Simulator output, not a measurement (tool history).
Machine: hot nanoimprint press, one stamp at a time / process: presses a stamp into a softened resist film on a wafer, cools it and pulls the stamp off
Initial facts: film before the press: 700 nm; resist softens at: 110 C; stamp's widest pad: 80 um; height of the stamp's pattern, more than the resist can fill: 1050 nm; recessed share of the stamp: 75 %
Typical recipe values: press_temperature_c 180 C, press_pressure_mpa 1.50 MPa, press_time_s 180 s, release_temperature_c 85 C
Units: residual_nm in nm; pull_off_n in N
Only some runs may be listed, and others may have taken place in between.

Run 1, hour 0.0: usual settings. Result: residual_nm 380.1 nm, pull_off_n 105 N.
Run 2, hour 15.7: usual settings. Result: residual_nm 379.4 nm, pull_off_n 104 N.
Run 3, hour 31.4: usual settings but release_temperature_c 91 C. Result: residual_nm 377.0 nm, pull_off_n 98 N.
Run 4, hour 46.3: usual settings. Result: residual_nm 375.6 nm, pull_off_n 104 N.
Run 5, hour 64.4: usual settings. Result: residual_nm 377.4 nm, pull_off_n 103 N.
Run 6, hour 88.8: usual settings. Result: residual_nm 376.4 nm, pull_off_n 107 N.
Run 7, hour 113.4: usual settings. Result: residual_nm 374.6 nm, pull_off_n 106 N.
Run 8, hour 133.7: usual settings but release_temperature_c 92 C. Result: residual_nm 375.2 nm, pull_off_n 99 N.
Run 9, hour 153.9: usual settings but press_pressure_mpa 1.97 MPa. Result: residual_nm 340.8 nm, pull_off_n 105 N.
Run 10, hour 167.9: usual settings but press_pressure_mpa 1.97 MPa. Result: residual_nm 340.9 nm, pull_off_n 104 N.
Run 11, hour 191.9: usual settings but press_temperature_c 173 C. Result: residual_nm 504.8 nm, pull_off_n 104 N.
Run 12, hour 216.6: usual settings but press_temperature_c 173 C, release_temperature_c 73 C. Result: residual_nm 500.8 nm, pull_off_n 110 N.
Run 13, hour 234.9: usual settings but release_temperature_c 91 C. Result: residual_nm 375.5 nm, pull_off_n 94 N.
Run 14, hour 250.1: usual settings but release_temperature_c 91 C. Result: residual_nm 377.0 nm, pull_off_n 104 N.
Run 15, hour 267.2: usual settings but release_temperature_c 91 C. Result: residual_nm 374.5 nm, pull_off_n 100 N.
At hour 279.2: stamp cleaned and given a new release coat.
Run 16, hour 285.1: usual settings but release_temperature_c 91 C. Result: residual_nm 374.2 nm, pull_off_n 97 N.
Run 17, hour 301.5: usual settings but release_temperature_c 91 C. Result: residual_nm 371.3 nm, pull_off_n 98 N.
Run 18, hour 317.4: usual settings but press_time_s 206 s, release_temperature_c 79 C. Result: residual_nm 357.4 nm, pull_off_n 108 N.
Run 19, hour 328.7: usual settings but press_temperature_c 178 C, press_pressure_mpa 1.06 MPa, press_time_s 92 s, release_temperature_c 81 C. Result: residual_nm 532.9 nm, pull_off_n 112 N.
Run 20, hour 341.0: usual settings but press_temperature_c 178 C, press_pressure_mpa 1.06 MPa, press_time_s 102 s, release_temperature_c 81 C. Result: residual_nm 519.7 nm, pull_off_n 108 N.
Run 21, hour 364.3: usual settings but press_temperature_c 168 C, press_pressure_mpa 1.26 MPa, press_time_s 102 s, release_temperature_c 81 C. Result: residual_nm 624.4 nm, pull_off_n 108 N.
Run 22, hour 388.5: usual settings. Result: residual_nm 372.5 nm, pull_off_n 102 N.
Run 23, hour 411.2: usual settings but press_pressure_mpa 1.34 MPa. Result: residual_nm 387.0 nm, pull_off_n 97 N.
Run 24, hour 424.0: usual settings but press_pressure_mpa 1.55 MPa, press_time_s 155 s, release_temperature_c 88 C. Result: residual_nm 387.8 nm, pull_off_n 105 N.
Run 25, hour 439.9: usual settings but press_pressure_mpa 1.55 MPa, press_time_s 155 s, release_temperature_c 88 C. Result: residual_nm 387.8 nm, pull_off_n 102 N.
Run 26, hour 450.2: usual settings but press_temperature_c 192 C, press_time_s 224 s. Result: residual_nm 186.5 nm, pull_off_n 105 N.
Run 27, hour 469.9: usual settings but press_temperature_c 192 C, press_time_s 224 s. Result: residual_nm 186.0 nm, pull_off_n 105 N.
Run 28, hour 485.8: usual settings but press_temperature_c 169 C, press_pressure_mpa 2.34 MPa, press_time_s 95 s, release_temperature_c 83 C. Result: residual_nm 573.9 nm, pull_off_n 102 N.
Run 29, hour 507.4: usual settings but press_temperature_c 169 C, press_pressure_mpa 2.34 MPa, press_time_s 95 s, release_temperature_c 83 C. Result: residual_nm 576.3 nm, pull_off_n 107 N.
Run 30, hour 525.6: usual settings but release_temperature_c 70 C. Result: residual_nm 370.4 nm, pull_off_n 112 N.
Run 31, hour 544.3: usual settings but release_temperature_c 83 C. Result: residual_nm 371.3 nm, pull_off_n 106 N.

Results for each run, recomputed without the tool's hidden state and with each run's random variation untouched:
The tool's hidden condition here consists of: true temperature over the reading, C; pressure that arrives at the usual setting, %; grip of the stamp's worn release coat, % over a new coat's; drift of the gauge itself on residual_nm, %; drift of the gauge itself on pull_off_n, %.
run  residual_nm
  1        380.1
  2        379.8
  3        377.6
  4        376.4
  5        378.6
  6        378.0
  7        376.7
  8        377.6
  9        343.3
 10        343.6
 11        509.4
 12        506.0
 13        379.7
 14        381.5
 15        379.3
 16        379.2
 17        376.6
 18        362.8
 19        541.1
 20        528.0
 21        635.0
 22        379.4
 23        394.6
 24        395.6
 25        395.9
 26        190.5
 27        190.2
 28        587.1
 29        590.1
 30        379.7
 31        381.0
pull_off_n: differs from the measured result by no more than 1 N in any run.

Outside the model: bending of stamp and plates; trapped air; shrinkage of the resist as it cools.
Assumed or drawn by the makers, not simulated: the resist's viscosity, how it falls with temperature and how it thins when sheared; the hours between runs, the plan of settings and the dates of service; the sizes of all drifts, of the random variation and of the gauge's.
